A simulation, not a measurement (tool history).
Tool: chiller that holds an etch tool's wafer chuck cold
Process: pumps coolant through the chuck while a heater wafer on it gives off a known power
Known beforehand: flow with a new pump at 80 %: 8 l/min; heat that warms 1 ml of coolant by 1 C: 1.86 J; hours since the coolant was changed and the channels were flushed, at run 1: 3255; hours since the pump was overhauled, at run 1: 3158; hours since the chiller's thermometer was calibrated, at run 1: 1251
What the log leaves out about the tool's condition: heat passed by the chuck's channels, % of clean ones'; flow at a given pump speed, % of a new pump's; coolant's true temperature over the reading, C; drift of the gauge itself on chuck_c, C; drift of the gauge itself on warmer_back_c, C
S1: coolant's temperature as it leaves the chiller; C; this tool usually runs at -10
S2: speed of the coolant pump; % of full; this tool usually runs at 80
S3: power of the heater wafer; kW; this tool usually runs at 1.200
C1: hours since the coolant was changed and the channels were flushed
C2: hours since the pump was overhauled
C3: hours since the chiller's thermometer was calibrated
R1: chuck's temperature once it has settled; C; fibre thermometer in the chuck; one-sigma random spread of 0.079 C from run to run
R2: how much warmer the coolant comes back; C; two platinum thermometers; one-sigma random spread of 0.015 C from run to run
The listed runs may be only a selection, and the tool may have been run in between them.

run     day   S1  S2     S3    C1    C2    C3     R1    R2
  1   0.000  -10  80  1.200  3255  3158  1251  -0.46  5.09
  2   0.992  -10  67  1.200  3279  3182  1275   1.02  6.02
      2.392  -- coolant changed, channels flushed
  3   2.667  -10  67  1.200     7  3216  1309   0.49  6.05
  4   3.404   -5  80  1.200    24  3233  1327   3.90  5.10
  5   4.104  -10  80  1.130    41  3250  1343  -1.52  4.79
  6   5.067  -10  80  1.130    64  3273  1366  -1.45  4.81
  7   5.879  -10  80  1.130    84  3293  1386  -1.53  4.80
  8   6.617  -10  80  1.587   101  3310  1404   1.78  6.75
  9   7.583  -10  80  0.757   125  3334  1427  -4.34  3.23
 10   8.292  -10  80  0.659   142  3351  1444  -4.82  2.81
 11   9.417  -13  80  1.200   169  3378  1471  -3.96  5.12
 12  10.375  -10  80  1.760   192  3401  1494   3.07  7.50
     10.738  -- coolant pump overhauled
 13  11.467  -10  80  1.760   213    17  1515   3.46  7.68
 14  12.167  -10  80  1.760   230    34  1532   3.37  7.69
 15  13.067   -9  66  1.364   251    56  1553   3.22  7.18
 16  14.392    0  73  1.612   283    88  1585  13.24  7.71
     14.838  -- coolant pump overhauled, once more
 17  15.800    0  73  1.612   312    23  1614  12.47  7.13
 18  16.512  -12  80  1.606   329    40  1631  -0.43  6.49
 19  17.229   -7  64  1.265   346    57  1648   3.90  6.36
 20  18.583  -13  92  1.179   379    90  1681  -5.48  4.18
 21  19.812  -11  74  1.793   408   119  1710   2.75  7.86
 22  20.692  -11  74  1.793   429   141  1731   2.69  7.82
 23  22.071   -8  90  1.793   462   174  1764   3.75  6.52
 24  23.396   -8  90  1.793   494   205  1796   3.81  6.53
 25  24.733   -3  90  0.722   526   238  1828   1.80  2.62
 26  25.600  -12  86  1.021   547   258  1849  -4.94  3.88
 27  26.650  -19  89  1.362   572   284  1874  -9.93  4.98
 28  28.188  -15  84  1.185   609   320  1911  -6.73  4.61

Some steps in R1 between neighbouring runs. How much of each would the tool show without its hidden state too (settings, what came in, random variation), and how much is left for the hidden state, with any gauge scatter that isn't in both results?
Run 2 -> 3: coolant changed, channels flushed. R1 -0.53 C: hidden state -0.62, all else +0.09.
Run 15 -> 16: S1 -9 -> 0, S2 66 -> 73, S3 1.364 -> 1.612. R1 +10.02 C: hidden state +0.08, all else +9.94.
Run 16 -> 17: coolant pump overhauled, once more. R1 -0.77 C: hidden state -0.86, all else +0.09.
Run 17 -> 18: S1 0 -> -12, S2 73 -> 80, S3 1.612 -> 1.606. R1 -12.90 C: hidden state -0.01, all else -12.89.

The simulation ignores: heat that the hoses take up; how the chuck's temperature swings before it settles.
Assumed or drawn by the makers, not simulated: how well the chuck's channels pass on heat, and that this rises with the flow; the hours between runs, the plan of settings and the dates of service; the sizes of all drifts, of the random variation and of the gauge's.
